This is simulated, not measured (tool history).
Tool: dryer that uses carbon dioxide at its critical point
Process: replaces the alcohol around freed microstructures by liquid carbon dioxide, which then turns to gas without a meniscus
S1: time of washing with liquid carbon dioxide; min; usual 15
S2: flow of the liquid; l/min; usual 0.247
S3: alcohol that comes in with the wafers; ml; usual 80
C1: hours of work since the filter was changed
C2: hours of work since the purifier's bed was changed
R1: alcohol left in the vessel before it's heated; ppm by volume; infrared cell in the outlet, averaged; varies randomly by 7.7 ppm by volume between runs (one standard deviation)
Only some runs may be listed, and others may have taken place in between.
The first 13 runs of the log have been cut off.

{"run": 14, "hour": 564.1, "S1": 15, "S2": 0.247, "S3": 80, "C1": 251, "C2": 39, "R1": 529}
{"run": 15, "hour": 606.0, "S1": 13, "S2": 0.247, "S3": 80, "C1": 272, "C2": 59, "R1": 1116}
{"run": 16, "hour": 633.7, "S1": 13, "S2": 0.247, "S3": 80, "C1": 286, "C2": 73, "R1": 1145}
{"run": 17, "hour": 658.7, "S1": 13, "S2": 0.247, "S3": 38, "C1": 298, "C2": 85, "R1": 579}
{"run": 18, "hour": 712.6, "S1": 15, "S2": 0.163, "S3": 80, "C1": 324, "C2": 112, "R1": 3749}
{"run": 19, "hour": 757.5, "S1": 15, "S2": 0.247, "S3": 80, "C1": 346, "C2": 134, "R1": 588}
{"run": 20, "hour": 791.7, "S1": 15, "S2": 0.247, "S3": 80, "C1": 363, "C2": 151, "R1": 630}
{"run": 21, "hour": 825.9, "S1": 15, "S2": 0.247, "S3": 80, "C1": 380, "C2": 167, "R1": 622}
{"run": 22, "hour": 863.4, "S1": 15, "S2": 0.193, "S3": 80, "C1": 398, "C2": 186, "R1": 2047}
{"run": 23, "hour": 891.2, "S1": 15, "S2": 0.247, "S3": 80, "C1": 412, "C2": 199, "R1": 668}
{"run": 24, "hour": 939.1, "S1": 15, "S2": 0.247, "S3": 80, "C1": 436, "C2": 223, "R1": 671}
{"run": 25, "hour": 984.2, "S1": 15, "S2": 0.255, "S3": 80, "C1": 458, "C2": 245, "R1": 619}
{"hour": 1003.1, "done": "inlet filter changed"}
{"run": 26, "hour": 1022.5, "S1": 16, "S2": 0.249, "S3": 80, "C1": 10, "C2": 263, "R1": 315}
{"run": 27, "hour": 1048.1, "S1": 9, "S2": 0.369, "S3": 80, "C1": 22, "C2": 276, "R1": 791}
{"run": 28, "hour": 1084.4, "S1": 15, "S2": 0.247, "S3": 57, "C1": 40, "C2": 294, "R1": 360}
{"run": 29, "hour": 1126.1, "S1": 15, "S2": 0.247, "S3": 57, "C1": 60, "C2": 314, "R1": 360}
{"run": 30, "hour": 1151.9, "S1": 15, "S2": 0.247, "S3": 57, "C1": 73, "C2": 327, "R1": 381}
{"run": 31, "hour": 1182.9, "S1": 22, "S2": 0.247, "S3": 47, "C1": 88, "C2": 342, "R1": 94}
{"run": 32, "hour": 1214.1, "S1": 22, "S2": 0.247, "S3": 47, "C1": 104, "C2": 357, "R1": 96}
{"run": 33, "hour": 1239.0, "S1": 22, "S2": 0.247, "S3": 47, "C1": 116, "C2": 370, "R1": 106}

Forecast run 34:
{"run": 34, "hour": 1266.0, "S1": 22, "S2": 0.247, "S3": 47, "C1": 129, "C2": 383, "R1": "?"}

{"run 34": {"R1": 107}}
With no hidden state in the tool, this same run would have given R1 24 ppm by volume.
